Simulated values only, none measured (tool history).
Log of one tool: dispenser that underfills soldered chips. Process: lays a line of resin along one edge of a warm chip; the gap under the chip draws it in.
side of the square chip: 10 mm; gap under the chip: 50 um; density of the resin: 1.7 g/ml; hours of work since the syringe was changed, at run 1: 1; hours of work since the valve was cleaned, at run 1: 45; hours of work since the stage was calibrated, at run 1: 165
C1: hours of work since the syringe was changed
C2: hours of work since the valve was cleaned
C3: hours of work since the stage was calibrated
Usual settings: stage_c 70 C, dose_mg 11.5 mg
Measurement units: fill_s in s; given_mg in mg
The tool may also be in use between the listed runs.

{"run": 1, "hour": 0.0, "stage_c": 70, "dose_mg": 11.5, "C1": 1, "C2": 45, "C3": 165, "fill_s": 135.3, "given_mg": 10.99}
{"run": 2, "hour": 5.1, "stage_c": 70, "dose_mg": 11.5, "C1": 5, "C2": 49, "C3": 168, "fill_s": 157.9, "given_mg": 10.98}
{"run": 3, "hour": 11.3, "stage_c": 70, "dose_mg": 11.5, "C1": 9, "C2": 53, "C3": 172, "fill_s": 188.2, "given_mg": 10.82}
{"hour": 16.6, "done": "new syringe of resin"}
{"run": 4, "hour": 16.6, "stage_c": 70, "dose_mg": 11.5, "C1": 0, "C2": 56, "C3": 176, "fill_s": 134.9, "given_mg": 10.85}
{"run": 5, "hour": 22.5, "stage_c": 73, "dose_mg": 11.5, "C1": 4, "C2": 60, "C3": 179, "fill_s": 140, "given_mg": 10.8}
{"run": 6, "hour": 26.4, "stage_c": 78, "dose_mg": 11.5, "C1": 6, "C2": 62, "C3": 182, "fill_s": 130.3, "given_mg": 10.85}
{"run": 7, "hour": 31.4, "stage_c": 78, "dose_mg": 11.5, "C1": 9, "C2": 65, "C3": 185, "fill_s": 151.1, "given_mg": 10.79}
{"hour": 35.5, "done": "new syringe of resin"}
{"run": 8, "hour": 35.7, "stage_c": 78, "dose_mg": 11.5, "C1": 0, "C2": 68, "C3": 188, "fill_s": 96.5, "given_mg": 10.8}
{"run": 9, "hour": 40.7, "stage_c": 78, "dose_mg": 11.5, "C1": 3, "C2": 71, "C3": 191, "fill_s": 110, "given_mg": 10.82}
{"run": 10, "hour": 46.4, "stage_c": 78, "dose_mg": 11.5, "C1": 7, "C2": 75, "C3": 195, "fill_s": 131.5, "given_mg": 10.68}
{"run": 11, "hour": 49.3, "stage_c": 70, "dose_mg": 11.8, "C1": 9, "C2": 77, "C3": 196, "fill_s": 191.8, "given_mg": 11.12}
{"run": 12, "hour": 52.6, "stage_c": 70, "dose_mg": 11.8, "C1": 11, "C2": 79, "C3": 199, "fill_s": 210.6, "given_mg": 10.99}
{"hour": 54.2, "done": "new syringe of resin"}
{"run": 13, "hour": 59.0, "stage_c": 70, "dose_mg": 11.8, "C1": 3, "C2": 83, "C3": 203, "fill_s": 150.1, "given_mg": 10.85}
{"run": 14, "hour": 62.1, "stage_c": 71, "dose_mg": 11.5, "C1": 5, "C2": 85, "C3": 205, "fill_s": 156.4, "given_mg": 10.62}
{"run": 15, "hour": 65.0, "stage_c": 78, "dose_mg": 11.5, "C1": 7, "C2": 87, "C3": 206, "fill_s": 130.5, "given_mg": 10.56}
{"run": 16, "hour": 69.6, "stage_c": 78, "dose_mg": 14.5, "C1": 10, "C2": 90, "C3": 209, "fill_s": 141.4, "given_mg": 13.41}
{"hour": 73.0, "done": "new syringe of resin"}
{"run": 17, "hour": 73.2, "stage_c": 78, "dose_mg": 14.5, "C1": 0, "C2": 92, "C3": 211, "fill_s": 92.3, "given_mg": 13.36}
{"run": 18, "hour": 75.8, "stage_c": 78, "dose_mg": 14.5, "C1": 2, "C2": 93, "C3": 213, "fill_s": 100.4, "given_mg": 13.32}
{"run": 19, "hour": 78.8, "stage_c": 68, "dose_mg": 11.4, "C1": 4, "C2": 95, "C3": 215, "fill_s": 165.8, "given_mg": 10.45}
{"run": 20, "hour": 82.3, "stage_c": 80, "dose_mg": 10.4, "C1": 6, "C2": 97, "C3": 217, "fill_s": 123, "given_mg": 9.52}
{"run": 21, "hour": 88.3, "stage_c": 80, "dose_mg": 10.9, "C1": 10, "C2": 101, "C3": 221, "fill_s": 145.4, "given_mg": 9.98}
{"hour": 91.6, "done": "new syringe of resin"}
{"run": 22, "hour": 91.7, "stage_c": 80, "dose_mg": 10.9, "C1": 0, "C2": 103, "C3": 223, "fill_s": 91.8, "given_mg": 9.9}
{"run": 23, "hour": 95.2, "stage_c": 61, "dose_mg": 11.7, "C1": 2, "C2": 106, "C3": 225, "fill_s": 207.6, "given_mg": 10.65}
{"run": 24, "hour": 99.0, "stage_c": 74, "dose_mg": 11.6, "C1": 5, "C2": 108, "C3": 228, "fill_s": 138.3, "given_mg": 10.42}
{"run": 25, "hour": 104.0, "stage_c": 83, "dose_mg": 11.8, "C1": 8, "C2": 111, "C3": 231, "fill_s": 113.5, "given_mg": 10.55}
{"hour": 110.1, "done": "new syringe of resin"}
{"run": 26, "hour": 110.2, "stage_c": 77, "dose_mg": 12.5, "C1": 0, "C2": 115, "C3": 235, "fill_s": 98.2, "given_mg": 11.22}
{"run": 27, "hour": 115.4, "stage_c": 55, "dose_mg": 13.4, "C1": 3, "C2": 118, "C3": 238, "fill_s": 274.9, "given_mg": 11.88}
{"hour": 116.7, "done": "dispensing valve cleaned and set on the balance"}
{"run": 28, "hour": 120.1, "stage_c": 81, "dose_mg": 10, "C1": 6, "C2": 2, "C3": 241, "fill_s": 115, "given_mg": 9.87}
{"run": 29, "hour": 126.1, "stage_c": 72, "dose_mg": 12.2, "C1": 10, "C2": 6, "C3": 245, "fill_s": 183.6, "given_mg": 12.15}
{"hour": 130.1, "done": "new syringe of resin"}
{"run": 30, "hour": 132.6, "stage_c": 77, "dose_mg": 13.1, "C1": 2, "C2": 10, "C3": 248, "fill_s": 103.8, "given_mg": 13.05}
{"run": 31, "hour": 138.5, "stage_c": 76, "dose_mg": 14.5, "C1": 5, "C2": 14, "C3": 252, "fill_s": 126, "given_mg": 14.17}

Predict the results of run 32:
{"run": 32, "hour": 141.6, "stage_c": 76, "dose_mg": 14.5, "C1": 7, "C2": 16, "C3": 254, "fill_s": "?", "given_mg": "?"}

fill_s: 139.6 s
given_mg: 14.4 mg
With the hidden condition absent and the run-to-run variation left alone, this run would have shown fill_s 95 s, given_mg 14.58 mg.
